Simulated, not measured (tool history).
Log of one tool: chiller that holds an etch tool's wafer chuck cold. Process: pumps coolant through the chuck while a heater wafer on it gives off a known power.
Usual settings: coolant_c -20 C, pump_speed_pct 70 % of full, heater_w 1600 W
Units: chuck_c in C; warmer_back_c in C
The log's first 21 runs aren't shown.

| run | hour | coolant_c | pump_speed_pct | heater_w | hours since the coolant was changed and the channels were flushed | hours since the pump was overhauled | hours since the chiller's thermometer was calibrated | chuck_c | warmer_back_c |
|---|---|---|---|---|---|---|---|---|---|
| 22 | 648.2 | -27 | 94 | 1600 | 4152 | 2027 | 345 | -10.1 | 6.04 |
| 23 | 695.5 | -26 | 69 | 2182 | 4199 | 2074 | 392 | 5.5 | 11.66 |
| 24 | 725.9 | -26 | 69 | 2182 | 4229 | 2104 | 422 | 5.3 | 11.73 |
| 25 | 770.2 | -26 | 69 | 2182 | 4273 | 2149 | 467 | 5.5 | 11.69 |
| 26 | 812.9 | -14 | 96 | 2281 | 4316 | 2191 | 509 | 10 | 8.36 |
| 27 | 856.7 | -14 | 96 | 2281 | 4360 | 2235 | 553 | 9.8 | 8.43 |
| 28 | 881.9 | -15 | 93 | 1269 | 4385 | 2260 | 578 | -1.3 | 4.82 |
| 29 | 924.6 | -23 | 62 | 1333 | 4428 | 2303 | 621 | -1.4 | 8.04 |
| 30 | 964.6 | -23 | 70 | 1333 | 4468 | 2343 | 661 | -3.8 | 7.06 |
| 31 | 989 | -23 | 70 | 1333 | 4492 | 2367 | 685 | -3.8 | 7.02 |
| 32 | 1012.5 | -23 | 91 | 1600 | 4516 | 2391 | 709 | -5.3 | 6.28 |

3 ways to go on from here, each from the tool as it stands after run 32. What would each give?
| A | 1055 | -20 | 70 | 1111 | 4558 | 2433 | 751 | ? | ? |
| B | 1055 | -24 | 61 | 1556 | 4558 | 2433 | 751 | ? | ? |
| C | 1055 | -13 | 82 | 1837 | 4558 | 2433 | 751 | ? | ? |

| run | chuck_c | warmer_back_c |
|---|---|---|
| A | -4.1 | 5.91 |
| B | 1.7 | 9.65 |
| C | 9.6 | 8.09 |
Without the tool's hidden state the same runs would have given:
| run | chuck_c | warmer_back_c |
|---|---|---|
| A | -5.1 | 5.82 |
| B | 0.2 | 9.51 |
| C | 8.3 | 7.98 |

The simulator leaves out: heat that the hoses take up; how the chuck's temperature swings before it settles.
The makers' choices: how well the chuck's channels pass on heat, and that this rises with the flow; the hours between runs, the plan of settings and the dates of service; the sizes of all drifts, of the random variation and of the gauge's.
